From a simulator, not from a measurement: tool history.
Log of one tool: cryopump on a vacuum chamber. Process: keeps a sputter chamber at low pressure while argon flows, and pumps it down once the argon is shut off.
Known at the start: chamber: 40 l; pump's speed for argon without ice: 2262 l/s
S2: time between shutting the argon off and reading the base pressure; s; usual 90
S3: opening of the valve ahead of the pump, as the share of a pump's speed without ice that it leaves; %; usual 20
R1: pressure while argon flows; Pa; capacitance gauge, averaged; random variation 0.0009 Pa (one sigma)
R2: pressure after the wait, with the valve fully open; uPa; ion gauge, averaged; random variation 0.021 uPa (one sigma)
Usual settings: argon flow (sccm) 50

Run 1, hour 0: usual settings. Result: R1 0.2002 Pa, R2 1.33 uPa.
Run 2, hour 36.6: usual settings but S2 30 s. Result: R1 0.2021 Pa, R2 1.75 uPa.
At hour 67.7: leaking fittings of the chamber tightened, without venting.
Run 3, hour 82: usual settings but argon flow (sccm) 30. Result: R1 0.1214 Pa, R2 0.44 uPa.
Run 4, hour 120.8: usual settings but argon flow (sccm) 30. Result: R1 0.1224 Pa, R2 0.45 uPa.
Run 5, hour 161.6: usual settings but S3 27 %. Result: R1 0.1552 Pa, R2 0.49 uPa.
Run 6, hour 212: usual settings but S2 88 s. Result: R1 0.2047 Pa, R2 0.52 uPa.
At hour 263.9: pump warmed up, emptied and cooled again.
Run 7, hour 268.4: usual settings. Result: R1 0.1879 Pa, R2 0.47 uPa.
Run 8, hour 314.9: usual settings. Result: R1 0.1883 Pa, R2 0.46 uPa.
Run 9, hour 371.8: usual settings. Result: R1 0.1882 Pa, R2 0.44 uPa.
Run 10, hour 402: usual settings. Result: R1 0.1902 Pa, R2 0.51 uPa.
Run 11, hour 451.6: usual settings. Result: R1 0.1908 Pa, R2 0.47 uPa.
Run 12, hour 506.6: usual settings. Result: R1 0.1924 Pa, R2 0.53 uPa.
Run 13, hour 551.5: usual settings. Result: R1 0.1918 Pa, R2 0.6 uPa.
Run 14, hour 601.8: usual settings. Result: R1 0.1922 Pa, R2 0.63 uPa.
Run 15, hour 647.1: usual settings. Result: R1 0.1941 Pa, R2 0.6 uPa.
Run 16, hour 695.4: usual settings. Result: R1 0.1939 Pa, R2 0.64 uPa.
Run 17, hour 745.7: usual settings. Result: R1 0.194 Pa, R2 0.64 uPa.
Run 18, hour 780: usual settings but argon flow (sccm) 30, S2 42 s, S3 52 %. Result: R1 0.0471 Pa, R2 0.9 uPa.
Run 19, hour 814: usual settings but argon flow (sccm) 30, S2 42 s, S3 39 %. Result: R1 0.0637 Pa, R2 0.96 uPa.
Run 20, hour 863.2: usual settings but argon flow (sccm) 75, S2 23 s, S3 47 %. Result: R1 0.1346 Pa, R2 1.28 uPa.
Run 21, hour 903.7: usual settings but argon flow (sccm) 41, S2 23 s, S3 47 %. Result: R1 0.0738 Pa, R2 1.34 uPa.
Run 22, hour 936.1: usual settings but argon flow (sccm) 34, S2 82 s, S3 47 %. Result: R1 0.0609 Pa, R2 0.82 uPa.
Run 23, hour 974.1: usual settings but argon flow (sccm) 23, S2 82 s, S3 50 %. Result: R1 0.04 Pa, R2 0.85 uPa.
Run 24, hour 1016: usual settings but argon flow (sccm) 23, S2 82 s, S3 50 %. Result: R1 0.0401 Pa, R2 0.88 uPa.
Run 25, hour 1054.9: usual settings but argon flow (sccm) 73, S2 23 s, S3 53 %. Result: R1 0.1231 Pa, R2 1.38 uPa.
Run 26, hour 1095.2: usual settings but argon flow (sccm) 73, S2 23 s, S3 53 %. Result: R1 0.1248 Pa, R2 1.52 uPa.
Run 27, hour 1131.8: usual settings but argon flow (sccm) 21, S2 166 s. Result: R1 0.0847 Pa, R2 0.86 uPa.
Run 28, hour 1176.8: usual settings but argon flow (sccm) 31, S2 296 s. Result: R1 0.1263 Pa, R2 0.84 uPa.
Run 29, hour 1224.7: usual settings but argon flow (sccm) 29, S2 23 s, S3 31 %. Result: R1 0.0795 Pa, R2 1.6 uPa.
Run 30, hour 1272.6: usual settings but argon flow (sccm) 99, S2 160 s. Result: R1 0.4066 Pa, R2 1.02 uPa.
Run 31, hour 1320.4: usual settings but argon flow (sccm) 23. Result: R1 0.096 Pa, R2 1.06 uPa.
Run 32, hour 1377: usual settings but argon flow (sccm) 23. Result: R1 0.0956 Pa, R2 1.13 uPa.
At hour 1402.2: pump warmed up, emptied and cooled again.
Run 33, hour 1439.1: usual settings but S2 196 s, S3 59 %. Result: R1 0.0651 Pa, R2 0.79 uPa.
Run 34, hour 1483.4: usual settings but S2 196 s, S3 59 %. Result: R1 0.0664 Pa, R2 0.81 uPa.

Forecast each of these 3 alternatives for the next run:
Run A, hour 1534.3: usual settings but argon flow (sccm) 38, S2 263 s, S3 31 %. Result: R1 ?, R2 ?.
Run B, hour 1534.3: usual settings but argon flow (sccm) 34, S2 196 s, S3 59 %. Result: R1 ?, R2 ?.
Run C, hour 1534.3: usual settings but argon flow (sccm) 77, S2 196 s, S3 59 %. Result: R1 ?, R2 ?.

run      R1    R2
  A  0.0937  0.78
  B  0.0451  0.81
  C  0.1009  0.77
Without the tool's hidden state the same runs would have given:
run      R1    R2
  A  0.0914   0.2
  B   0.043   0.2
  C  0.0962  0.19
